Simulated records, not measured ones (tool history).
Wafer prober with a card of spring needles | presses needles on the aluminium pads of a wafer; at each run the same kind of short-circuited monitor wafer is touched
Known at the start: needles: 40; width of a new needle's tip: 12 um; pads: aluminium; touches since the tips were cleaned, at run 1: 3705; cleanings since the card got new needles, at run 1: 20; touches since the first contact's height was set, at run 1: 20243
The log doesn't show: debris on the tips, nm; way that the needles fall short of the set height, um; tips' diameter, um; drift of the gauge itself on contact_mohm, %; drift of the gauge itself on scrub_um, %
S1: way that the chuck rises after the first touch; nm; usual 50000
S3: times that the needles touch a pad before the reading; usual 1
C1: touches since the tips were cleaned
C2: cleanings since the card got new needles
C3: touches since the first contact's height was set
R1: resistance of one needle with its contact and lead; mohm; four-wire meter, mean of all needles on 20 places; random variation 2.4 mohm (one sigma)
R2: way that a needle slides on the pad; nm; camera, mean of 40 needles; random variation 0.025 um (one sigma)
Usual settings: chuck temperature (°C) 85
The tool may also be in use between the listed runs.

run 1 hour=0 | S1=50000 chuck_temperature_(°C)=85 S3=1 | C1=3705 C2=20 C3=20243 | R1=300 R2=11950
-- hour=1.3 tips cleaned on abrasive film
-- hour=8 tips cleaned on abrasive film
-- hour=14.4 tips cleaned on abrasive film
run 2 hour=19.3 | S1=50000 chuck_temperature_(°C)=85 S3=1 | C1=3227 C2=23 C3=32809 | R1=299 R2=11920
-- hour=20.9 tips cleaned on abrasive film
-- hour=28 tips cleaned on abrasive film
-- hour=34 tips cleaned on abrasive film
run 3 hour=39.8 | S1=50000 chuck_temperature_(°C)=85 S3=1 | C1=3791 C2=26 C3=46138 | R1=303 R2=11870
-- hour=41.2 tips cleaned on abrasive film
-- hour=47.5 tips cleaned on abrasive film
-- hour=53.8 tips cleaned on abrasive film
run 4 hour=54.6 | S1=50000 chuck_temperature_(°C)=85 S3=1 | C1=547 C2=29 C3=55779 | R1=281 R2=11760
-- hour=60.5 tips cleaned on abrasive film
-- hour=66.9 tips cleaned on abrasive film
run 5 hour=69.7 | S1=50000 chuck_temperature_(°C)=85 S3=1 | C1=1829 C2=31 C3=65570 | R1=290 R2=11790
-- hour=74.2 tips cleaned on abrasive film
-- hour=75.7 tips cleaned on abrasive film, once more
-- hour=82.4 tips cleaned on abrasive film
-- hour=82.7 height of the first contact set anew
run 6 hour=86.5 | S1=50000 chuck_temperature_(°C)=85 S3=1 | C1=2521 C2=34 C3=2521 | R1=295 R2=11980
-- hour=89.5 tips cleaned on abrasive film
-- hour=96.4 tips cleaned on abrasive film
run 7 hour=96.9 | S1=50000 chuck_temperature_(°C)=117 S3=1 | C1=344 C2=36 C3=9284 | R1=288 R2=12000
-- hour=102.7 tips cleaned on abrasive film
-- hour=109.2 tips cleaned on abrasive film
run 8 hour=109.2 | S1=50000 chuck_temperature_(°C)=117 S3=1 | C1=0 C2=38 C3=17286 | R1=285 R2=11960
-- hour=116.2 tips cleaned on abrasive film
-- hour=123.5 tips cleaned on abrasive film
-- hour=129.9 tips cleaned on abrasive film
run 9 hour=129.9 | S1=67000 chuck_temperature_(°C)=85 S3=1 | C1=0 C2=41 C3=30751 | R1=275 R2=15940
-- hour=137.3 tips cleaned on abrasive film
-- hour=144.1 tips cleaned on abrasive film
run 10 hour=144.1 | S1=67000 chuck_temperature_(°C)=85 S3=1 | C1=0 C2=43 C3=40060 | R1=272 R2=16010
-- hour=151.1 tips cleaned on abrasive film
run 11 hour=155.6 | S1=50000 chuck_temperature_(°C)=85 S3=2 | C1=2959 C2=44 C3=47545 | R1=288 R2=11830
-- hour=157.1 tips cleaned on abrasive film
-- hour=164.5 tips cleaned on abrasive film
-- hour=170.7 tips cleaned on abrasive film
run 12 hour=170.7 | S1=49000 chuck_temperature_(°C)=39 S3=2 | C1=0 C2=47 C3=57374 | R1=265 R2=11590
-- hour=177.3 tips cleaned on abrasive film
-- hour=184.2 tips cleaned on abrasive film
-- hour=190.8 tips cleaned on abrasive film
run 13 hour=191.2 | S1=32000 chuck_temperature_(°C)=39 S3=2 | C1=238 C2=50 C3=70686 | R1=274 R2=7430
-- hour=195.2 height of the first contact set anew
-- hour=197.9 tips cleaned on abrasive film
run 14 hour=200.9 | S1=50000 chuck_temperature_(°C)=85 S3=1 | C1=2001 C2=51 C3=3689 | R1=293 R2=11960
-- hour=204.5 tips cleaned on abrasive film
-- hour=211.6 tips cleaned on abrasive film
-- hour=218.2 tips cleaned on abrasive film
run 15 hour=218.6 | S1=31000 chuck_temperature_(°C)=85 S3=2 | C1=254 C2=54 C3=15160 | R1=286 R2=7340
-- hour=225.6 tips cleaned on abrasive film
-- hour=232.1 tips cleaned on abrasive film
run 16 hour=233.6 | S1=31000 chuck_temperature_(°C)=85 S3=2 | C1=978 C2=56 C3=24966 | R1=295 R2=7390
-- hour=239 tips cleaned on abrasive film
-- hour=245.2 tips cleaned on abrasive film
run 17 hour=249.7 | S1=37000 chuck_temperature_(°C)=45 S3=2 | C1=2945 C2=58 C3=35462 | R1=292 R2=8760
-- hour=251.2 tips cleaned on abrasive film
-- hour=258.5 tips cleaned on abrasive film
-- hour=264.7 tips cleaned on abrasive film
run 18 hour=269.4 | S1=53000 chuck_temperature_(°C)=111 S3=2 | C1=3096 C2=61 C3=48316 | R1=295 R2=12560
-- hour=270.8 tips cleaned on abrasive film
-- hour=277 tips cleaned on abrasive film
run 19 hour=282.4 | S1=53000 chuck_temperature_(°C)=45 S3=1 | C1=3551 C2=63 C3=56782 | R1=287 R2=12550

5 ways to go on from here, each from the tool as it stands after run 19. What would each give?
-- hour=283.8 tips cleaned on abrasive film
-- hour=291.2 tips cleaned on abrasive film
run A hour=291.5 | S1=50000 chuck_temperature_(°C)=33 S3=2 | C1=177 C2=65 C3=62662 | R1=? R2=?
-- hour=283.8 tips cleaned on abrasive film
-- hour=291.2 tips cleaned on abrasive film
run B hour=291.5 | S1=45000 chuck_temperature_(°C)=45 S3=1 | C1=177 C2=65 C3=62662 | R1=? R2=?
-- hour=283.8 tips cleaned on abrasive film
-- hour=291.2 tips cleaned on abrasive film
run C hour=291.5 | S1=50000 chuck_temperature_(°C)=85 S3=2 | C1=177 C2=65 C3=62662 | R1=? R2=?
-- hour=283.8 tips cleaned on abrasive film
-- hour=291.2 tips cleaned on abrasive film
run D hour=291.5 | S1=50000 chuck_temperature_(°C)=70 S3=1 | C1=177 C2=65 C3=62662 | R1=? R2=?
-- hour=283.8 tips cleaned on abrasive film
-- hour=291.2 tips cleaned on abrasive film
run E hour=291.5 | S1=41000 chuck_temperature_(°C)=45 S3=1 | C1=177 C2=65 C3=62662 | R1=? R2=?

run=A R1=258 R2=11760
run=B R1=262 R2=10600
run=C R1=278 R2=11760
run=D R1=270 R2=11750
run=E R1=268 R2=9620
Without the tool's hidden state the same runs would have given:
run=A R1=255 R2=11970
run=B R1=256 R2=10810
run=C R1=275 R2=11970
run=D R1=265 R2=11960
run=E R1=261 R2=9830
